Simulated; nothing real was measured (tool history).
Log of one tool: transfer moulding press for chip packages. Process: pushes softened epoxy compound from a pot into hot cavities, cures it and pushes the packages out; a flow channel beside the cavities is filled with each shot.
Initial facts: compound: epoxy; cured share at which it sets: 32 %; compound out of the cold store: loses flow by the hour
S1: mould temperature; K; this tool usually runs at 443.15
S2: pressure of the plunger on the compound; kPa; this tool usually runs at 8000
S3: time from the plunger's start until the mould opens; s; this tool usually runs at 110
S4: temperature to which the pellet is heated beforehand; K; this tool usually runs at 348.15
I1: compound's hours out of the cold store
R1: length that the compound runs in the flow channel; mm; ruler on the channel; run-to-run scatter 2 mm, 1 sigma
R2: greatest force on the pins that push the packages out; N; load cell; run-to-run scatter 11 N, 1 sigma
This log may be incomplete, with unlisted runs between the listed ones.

Run 1, day 0.000: usual settings; I1 17.0. Result: R1 736 mm, R2 767 N.
Run 2, day 1.004: usual settings; I1 11.7. Result: R1 751 mm, R2 795 N.
At day 1.596: cavities cleaned with cleaning compound and waxed.
Run 3, day 1.796: usual settings; I1 9.6. Result: R1 756 mm, R2 621 N.
Run 4, day 3.054: usual settings; I1 25.7. Result: R1 706 mm, R2 755 N.
At day 4.238: plunger's sealing rings changed.
Run 5, day 4.604: usual settings; I1 33.2. Result: R1 725 mm, R2 798 N.
At day 4.767: cavities cleaned with cleaning compound and waxed.
Run 6, day 6.067: usual settings but S2 8060 kPa; I1 19.5. Result: R1 759 mm, R2 738 N.
Run 7, day 7.704: usual settings but S2 8060 kPa; I1 41.8. Result: R1 697 mm, R2 762 N.
At day 7.904: cavities cleaned with cleaning compound and waxed.
Run 8, day 8.842: usual settings but S2 6120 kPa; I1 41.2. Result: R1 606 mm, R2 661 N.
Run 9, day 10.404: usual settings but S2 6120 kPa; I1 35.8. Result: R1 611 mm, R2 764 N.
At day 10.971: cavities cleaned with cleaning compound and waxed.
Run 10, day 11.562: usual settings but S1 446.15 K; I1 34.1. Result: R1 690 mm, R2 541 N.
Run 11, day 12.458: usual settings but S1 446.15 K; I1 42.0. Result: R1 670 mm, R2 638 N.
Run 12, day 13.488: usual settings but S1 446.15 K; I1 28.3. Result: R1 705 mm, R2 670 N.
At day 14.079: cavities cleaned with cleaning compound and waxed.
Run 13, day 14.396: usual settings but S1 446.15 K, S2 9770 kPa; I1 23.6. Result: R1 791 mm, R2 507 N.
Run 14, day 15.129: usual settings but S1 446.15 K, S2 9770 kPa; I1 42.4. Result: R1 731 mm, R2 602 N.
Run 15, day 16.071: usual settings but S1 446.15 K, S2 9770 kPa; I1 43.2. Result: R1 729 mm, R2 682 N.
At day 17.129: cavities cleaned with cleaning compound and waxed.
Run 16, day 17.175: usual settings but S1 446.15 K, S2 9770 kPa; I1 27.7. Result: R1 772 mm, R2 467 N.
Run 17, day 18.621: usual settings but S1 446.15 K, S2 9770 kPa; I1 31.0. Result: R1 753 mm, R2 621 N.
Run 18, day 19.367: usual settings but S1 446.15 K, S2 9770 kPa; I1 26.7. Result: R1 765 mm, R2 675 N.
At day 20.221: cavities cleaned with cleaning compound and waxed.
Run 19, day 20.329: usual settings but S1 436.15 K, S2 6640 kPa, S3 114 s, S4 344.15 K; I1 43.2. Result: R1 624 mm, R2 768 N.
At day 21.438: plunger's sealing rings changed.
Run 20, day 21.612: usual settings but S1 439.15 K, S2 6640 kPa, S3 136 s, S4 344.15 K; I1 20.9. Result: R1 705 mm, R2 621 N.
Run 21, day 23.142: usual settings but S1 444.15 K, S2 6640 kPa, S3 136 s, S4 344.15 K; I1 41.2. Result: R1 631 mm, R2 624 N.
At day 23.362: cavities cleaned with cleaning compound and waxed.
Run 22, day 24.071: usual settings but S1 444.15 K, S2 6640 kPa, S3 136 s, S4 344.15 K; I1 37.9. Result: R1 635 mm, R2 542 N.
Run 23, day 25.138: usual settings but S1 436.15 K, S4 352.15 K; I1 39.2. Result: R1 725 mm, R2 1107 N.
At day 26.404: cavities cleaned with cleaning compound and waxed.
Run 24, day 26.871: usual settings but S1 436.15 K, S4 352.15 K; I1 44.2. Result: R1 708 mm, R2 913 N.
Run 25, day 28.146: usual settings but S1 442.15 K, S2 8220 kPa, S3 92 s, S4 351.15 K; I1 14.6. Result: R1 771 mm, R2 1176 N.
Run 26, day 29.212: usual settings but S1 442.15 K, S2 8220 kPa, S3 144 s, S4 351.15 K; I1 36.4. Result: R1 708 mm, R2 629 N.
At day 29.554: cavities cleaned with cleaning compound and waxed.
Run 27, day 30.004: usual settings but S2 6990 kPa, S4 350.15 K; I1 24.4. Result: R1 674 mm, R2 585 N.
At day 30.450: mould's thermocouples calibrated.
Run 28, day 31.188: usual settings but S2 7460 kPa, S3 146 s, S4 350.15 K; I1 43.9. Result: R1 650 mm, R2 591 N.

Forecast each of these 3 alternatives for the next run:
Run A, day 32.258: usual settings but S2 7460 kPa, S3 146 s, S4 342.15 K; I1 37.6. Result: R1 ?, R2 ?.
Run B, day 32.258: usual settings but S1 448.15 K, S3 121 s, S4 354.15 K; I1 17.8. Result: R1 ?, R2 ?.
Run C, day 32.258: usual settings but S2 8840 kPa; I1 40.6. Result: R1 ?, R2 ?.

run   R1   R2
  A  664  618
  B  721  631
  C  715  788
With the hidden condition removed and each run's random variation left untouched, the same runs would have given:
run   R1   R2
  A  688  415
  B  747  422
  C  741  530
